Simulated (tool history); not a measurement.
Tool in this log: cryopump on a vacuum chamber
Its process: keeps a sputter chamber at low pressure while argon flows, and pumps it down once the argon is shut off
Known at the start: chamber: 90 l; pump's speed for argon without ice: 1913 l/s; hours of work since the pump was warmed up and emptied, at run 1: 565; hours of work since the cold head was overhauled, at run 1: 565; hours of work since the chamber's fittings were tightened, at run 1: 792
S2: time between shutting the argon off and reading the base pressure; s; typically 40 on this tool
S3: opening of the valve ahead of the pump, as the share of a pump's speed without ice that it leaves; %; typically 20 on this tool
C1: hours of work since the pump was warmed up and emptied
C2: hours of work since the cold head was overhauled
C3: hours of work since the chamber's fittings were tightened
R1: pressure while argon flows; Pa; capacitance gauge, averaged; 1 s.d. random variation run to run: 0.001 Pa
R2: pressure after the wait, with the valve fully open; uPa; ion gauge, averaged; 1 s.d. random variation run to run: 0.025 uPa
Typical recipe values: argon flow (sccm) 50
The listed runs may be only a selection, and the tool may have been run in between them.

{"run": 1, "hour": 0.0, "argon flow (sccm)": 50, "S2": 40, "S3": 20, "C1": 565, "C2": 565, "C3": 792, "R1": 0.2303, "R2": 1.32}
{"run": 2, "hour": 43.3, "argon flow (sccm)": 50, "S2": 40, "S3": 20, "C1": 593, "C2": 593, "C3": 820, "R1": 0.2331, "R2": 1.32}
{"run": 3, "hour": 90.1, "argon flow (sccm)": 50, "S2": 40, "S3": 20, "C1": 623, "C2": 623, "C3": 851, "R1": 0.2331, "R2": 1.31}
{"run": 4, "hour": 118.9, "argon flow (sccm)": 50, "S2": 40, "S3": 20, "C1": 642, "C2": 642, "C3": 870, "R1": 0.2352, "R2": 1.32}
{"run": 5, "hour": 153.6, "argon flow (sccm)": 50, "S2": 40, "S3": 20, "C1": 665, "C2": 665, "C3": 892, "R1": 0.2351, "R2": 1.31}
{"run": 6, "hour": 191.4, "argon flow (sccm)": 50, "S2": 40, "S3": 40, "C1": 689, "C2": 689, "C3": 917, "R1": 0.1244, "R2": 1.35}
{"run": 7, "hour": 240.8, "argon flow (sccm)": 50, "S2": 35, "S3": 40, "C1": 721, "C2": 721, "C3": 949, "R1": 0.1249, "R2": 1.48}
{"run": 8, "hour": 291.5, "argon flow (sccm)": 50, "S2": 40, "S3": 30, "C1": 754, "C2": 754, "C3": 982, "R1": 0.1622, "R2": 1.35}
{"run": 9, "hour": 349.4, "argon flow (sccm)": 50, "S2": 40, "S3": 60, "C1": 792, "C2": 792, "C3": 1019, "R1": 0.0904, "R2": 1.35}
{"run": 10, "hour": 403.0, "argon flow (sccm)": 75, "S2": 40, "S3": 20, "C1": 827, "C2": 827, "C3": 1054, "R1": 0.3581, "R2": 1.4}
{"run": 11, "hour": 432.7, "argon flow (sccm)": 75, "S2": 40, "S3": 20, "C1": 846, "C2": 846, "C3": 1074, "R1": 0.3585, "R2": 1.42}
{"run": 12, "hour": 489.5, "argon flow (sccm)": 75, "S2": 58, "S3": 20, "C1": 883, "C2": 883, "C3": 1111, "R1": 0.3583, "R2": 1.16}
{"run": 13, "hour": 527.0, "argon flow (sccm)": 75, "S2": 58, "S3": 20, "C1": 907, "C2": 907, "C3": 1135, "R1": 0.3625, "R2": 1.16}
{"run": 14, "hour": 573.9, "argon flow (sccm)": 75, "S2": 58, "S3": 20, "C1": 938, "C2": 938, "C3": 1165, "R1": 0.363, "R2": 1.2}
{"run": 15, "hour": 602.5, "argon flow (sccm)": 69, "S2": 34, "S3": 54, "C1": 956, "C2": 956, "C3": 1184, "R1": 0.1433, "R2": 1.67}
{"run": 16, "hour": 653.5, "argon flow (sccm)": 69, "S2": 34, "S3": 54, "C1": 990, "C2": 990, "C3": 1217, "R1": 0.1444, "R2": 1.67}
{"hour": 666.4, "done": "pump warmed up, emptied and cooled again"}
{"run": 17, "hour": 699.0, "argon flow (sccm)": 50, "S2": 40, "S3": 56, "C1": 21, "C2": 1016, "C3": 1244, "R1": 0.079, "R2": 1.29}
{"run": 18, "hour": 745.0, "argon flow (sccm)": 81, "S2": 123, "S3": 56, "C1": 51, "C2": 1046, "C3": 1273, "R1": 0.1304, "R2": 0.72}

Run 19 has not been measured yet. What should we expect?
{"run": 19, "hour": 780.4, "argon flow (sccm)": 58, "S2": 40, "S3": 34, "C1": 74, "C2": 1069, "C3": 1296, "R1": "?", "R2": "?"}

{"run 19": {"R1": 0.1544, "R2": 1.28}}
With the hidden condition absent and the run-to-run variation left alone, this run would have shown R1 0.1525 Pa, R2 1.00 uPa.
